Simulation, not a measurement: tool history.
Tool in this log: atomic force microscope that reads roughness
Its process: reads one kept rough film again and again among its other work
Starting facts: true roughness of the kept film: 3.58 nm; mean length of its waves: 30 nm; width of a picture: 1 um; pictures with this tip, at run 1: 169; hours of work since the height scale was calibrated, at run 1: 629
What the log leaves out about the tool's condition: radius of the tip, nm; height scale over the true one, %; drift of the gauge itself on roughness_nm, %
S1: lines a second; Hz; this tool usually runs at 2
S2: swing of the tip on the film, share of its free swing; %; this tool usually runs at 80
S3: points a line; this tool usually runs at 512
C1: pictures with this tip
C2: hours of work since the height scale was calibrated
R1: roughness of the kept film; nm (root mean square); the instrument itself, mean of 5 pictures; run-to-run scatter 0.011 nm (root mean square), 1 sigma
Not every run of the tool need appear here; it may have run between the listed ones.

run 1 hour=0 | S1=2 S2=80 S3=512 | C1=169 C2=629 | R1=2.019
-- hour=14.5 new tip fitted
run 2 hour=21.8 | S1=2 S2=80 S3=512 | C1=14 C2=643 | R1=2.585
run 3 hour=53.8 | S1=2 S2=80 S3=324 | C1=76 C2=665 | R1=2.312
run 4 hour=76.6 | S1=2 S2=80 S3=792 | C1=120 C2=680 | R1=2.144
run 5 hour=93 | S1=1.81 S2=80 S3=512 | C1=151 C2=690 | R1=2.089
run 6 hour=112.8 | S1=1.81 S2=80 S3=512 | C1=189 C2=704 | R1=1.995
-- hour=118.2 new tip fitted
run 7 hour=148.5 | S1=1.81 S2=80 S3=512 | C1=58 C2=727 | R1=2.451
run 8 hour=175.9 | S1=2 S2=80 S3=512 | C1=111 C2=745 | R1=2.223
run 9 hour=197 | S1=2 S2=80 S3=512 | C1=152 C2=759 | R1=2.085
-- hour=222.1 new tip fitted
run 10 hour=223.8 | S1=2 S2=80 S3=512 | C1=3 C2=776 | R1=2.635
run 11 hour=250.6 | S1=2 S2=80 S3=512 | C1=55 C2=794 | R1=2.427
run 12 hour=279.4 | S1=2 S2=80 S3=512 | C1=110 C2=813 | R1=2.212
run 13 hour=309 | S1=2 S2=80 S3=316 | C1=167 C2=833 | R1=2.016
-- hour=325.9 new tip fitted
run 14 hour=330.8 | S1=2 S2=80 S3=512 | C1=9 C2=847 | R1=2.67
run 15 hour=357.4 | S1=2 S2=80 S3=930 | C1=60 C2=864 | R1=2.399
run 16 hour=386.4 | S1=2 S2=80 S3=930 | C1=116 C2=883 | R1=2.193
run 17 hour=408.3 | S1=2 S2=80 S3=930 | C1=158 C2=898 | R1=2.07
run 18 hour=427.6 | S1=2 S2=77 S3=512 | C1=195 C2=911 | R1=2.011
-- hour=430.7 new tip fitted
run 19 hour=444.7 | S1=2 S2=77 S3=364 | C1=27 C2=921 | R1=2.565
run 20 hour=467.1 | S1=2 S2=77 S3=364 | C1=71 C2=936 | R1=2.354
run 21 hour=496.5 | S1=2 S2=77 S3=364 | C1=127 C2=956 | R1=2.171
run 22 hour=529.4 | S1=2 S2=80 S3=512 | C1=190 C2=977 | R1=1.938
-- hour=535.6 new tip fitted
run 23 hour=552.8 | S1=2 S2=80 S3=512 | C1=33 C2=993 | R1=2.49
run 24 hour=573.9 | S1=2 S2=80 S3=512 | C1=74 C2=1007 | R1=2.34
run 25 hour=606.6 | S1=0.81 S2=80 S3=512 | C1=137 C2=1028 | R1=2.303
run 26 hour=621.5 | S1=0.81 S2=80 S3=512 | C1=166 C2=1038 | R1=2.214
-- hour=625.7 height scale calibrated on a step standard
-- hour=640 new tip fitted
run 27 hour=645 | S1=0.87 S2=63 S3=727 | C1=10 C2=12 | R1=2.954
run 28 hour=664.1 | S1=0.87 S2=63 S3=727 | C1=47 C2=25 | R1=2.779
run 29 hour=679.9 | S1=0.87 S2=63 S3=727 | C1=77 C2=35 | R1=2.622
run 30 hour=699.3 | S1=0.87 S2=63 S3=727 | C1=115 C2=48 | R1=2.46
-- hour=701.7 height scale calibrated on a step standard, once more
run 31 hour=715.8 | S1=3.39 S2=79 S3=343 | C1=144 C2=9 | R1=1.899
run 32 hour=737 | S1=3.39 S2=58 S3=525 | C1=185 C2=23 | R1=2.12
-- hour=743.9 new tip fitted
run 33 hour=765.8 | S1=0.67 S2=63 S3=744 | C1=43 C2=42 | R1=2.809
run 34 hour=796.8 | S1=0.67 S2=63 S3=744 | C1=102 C2=62 | R1=2.521
run 35 hour=832.4 | S1=2.97 S2=80 S3=512 | C1=171 C2=86 | R1=1.858
-- hour=846.4 new tip fitted
run 36 hour=857.3 | S1=0.82 S2=68 S3=344 | C1=21 C2=102 | R1=2.83
run 37 hour=885 | S1=2 S2=77 S3=512 | C1=74 C2=120 | R1=2.383
run 38 hour=912 | S1=2 S2=77 S3=512 | C1=126 C2=138 | R1=2.206
run 39 hour=928.9 | S1=0.77 S2=68 S3=593 | C1=158 C2=149 | R1=2.29
run 40 hour=947.7 | S1=0.77 S2=68 S3=593 | C1=195 C2=162 | R1=2.186
-- hour=950.5 new tip fitted
run 41 hour=964.6 | S1=0.77 S2=55 S3=390 | C1=27 C2=173 | R1=2.842
run 42 hour=981.9 | S1=2 S2=80 S3=359 | C1=60 C2=184 | R1=2.363
run 43 hour=998 | S1=2 S2=80 S3=359 | C1=92 C2=195 | R1=2.226
run 44 hour=1028.1 | S1=2 S2=71 S3=642 | C1=149 C2=215 | R1=2.174
-- hour=1054.3 new tip fitted
run 45 hour=1055.5 | S1=2 S2=71 S3=642 | C1=2 C2=232 | R1=2.813
run 46 hour=1071.6 | S1=2 S2=80 S3=958 | C1=33 C2=243 | R1=2.512
run 47 hour=1099.4 | S1=2 S2=80 S3=958 | C1=87 C2=261 | R1=2.305
run 48 hour=1116.3 | S1=2.43 S2=83 S3=554 | C1=119 C2=273 | R1=2.061
run 49 hour=1150.1 | S1=2.43 S2=83 S3=554 | C1=184 C2=295 | R1=1.869
-- hour=1157.1 new tip fitted
run 50 hour=1169.6 | S1=1.28 S2=64 S3=512 | C1=24 C2=307 | R1=2.798
run 51 hour=1196.9 | S1=1.28 S2=64 S3=512 | C1=76 C2=325 | R1=2.561
run 52 hour=1232.5 | S1=2 S2=80 S3=662 | C1=145 C2=349 | R1=2.071

For each entry between runs, how does the tool's hidden state at the last listed run before it compare with that at the first listed run after it?
In the gap between runs 1 and 2: new tip fitted (hour 14.5)
  radius of the tip, nm: 35 -> 12.6; height scale over the true one, %: 0.57 -> 0.58
  what was measured, less what the result would be without the hidden state, R1: -0.667 -> -0.077 nm (root mean square)
In the gap between runs 6 and 7: new tip fitted (hour 118.2)
  radius of the tip, nm: 37.3 -> 18.4; height scale over the true one, %: 0.62 -> 0.63
  what was measured, less what the result would be without the hidden state, R1: -0.721 -> -0.262 nm (root mean square)
In the gap between runs 9 and 10: new tip fitted (hour 222.1)
  radius of the tip, nm: 31.4 -> 11.2; height scale over the true one, %: 0.65 -> 0.66
  what was measured, less what the result would be without the hidden state, R1: -0.588 -> -0.027 nm (root mean square)
In the gap between runs 13 and 14: new tip fitted (hour 325.9)
  radius of the tip, nm: 33.4 -> 11.3; height scale over the true one, %: 0.69 -> 0.7
  what was measured, less what the result would be without the hidden state, R1: -0.623 -> -0.029 nm (root mean square)
In the gap between runs 18 and 19: new tip fitted (hour 430.7)
  radius of the tip, nm: 37 -> 15.1
  what was measured, less what the result would be without the hidden state, R1: -0.716 -> -0.158 nm (root mean square)
In the gap between runs 22 and 23: new tip fitted (hour 535.6)
  radius of the tip, nm: 38.8 -> 15.6; height scale over the true one, %: 0.78 -> 0.79
  what was measured, less what the result would be without the hidden state, R1: -0.736 -> -0.168 nm (root mean square)
In the gap between runs 26 and 27: height scale calibrated on a step standard (hour 625.7); new tip fitted (hour 640)
  radius of the tip, nm: 33.8 -> 12.1; height scale over the true one, %: 0.81 -> 1.05
  what was measured, less what the result would be without the hidden state, R1: -0.693 -> -0.052 nm (root mean square)
In the gap between runs 30 and 31: height scale calibrated on a step standard, once more (hour 701.7)
  radius of the tip, nm: 26.8 -> 31; height scale over the true one, %: 1.07 -> -0.03
  what was measured, less what the result would be without the hidden state, R1: -0.531 -> -0.546 nm (root mean square)
In the gap between runs 32 and 33: new tip fitted (hour 743.9)
  radius of the tip, nm: 36.5 -> 16.1; height scale over the true one, %: -0.02 -> -0.01
  what was measured, less what the result would be without the hidden state, R1: -0.763 -> -0.233 nm (root mean square)
In the gap between runs 35 and 36: new tip fitted (hour 846.4)
  radius of the tip, nm: 35.2 -> 13.8; height scale over the true one, %: 0.01 -> 0.02
  what was measured, less what the result would be without the hidden state, R1: -0.635 -> -0.145 nm (root mean square)
In the gap between runs 40 and 41: new tip fitted (hour 950.5)
  radius of the tip, nm: 36.9 -> 14.4; height scale over the true one, %: 0.06 -> 0.07
  what was measured, less what the result would be without the hidden state, R1: -0.797 -> -0.167 nm (root mean square)
In the gap between runs 44 and 45: new tip fitted (hour 1054.3)
  radius of the tip, nm: 32.1 -> 10.4; height scale over the true one, %: 0.09 -> 0.1
  what was measured, less what the result would be without the hidden state, R1: -0.651 -> -0.011 nm (root mean square)
In the gap between runs 49 and 50: new tip fitted (hour 1157.1)
  radius of the tip, nm: 36.6 -> 14.1; height scale over the true one, %: 0.14 -> 0.15
  what was measured, less what the result would be without the hidden state, R1: -0.671 -> -0.152 nm (root mean square)
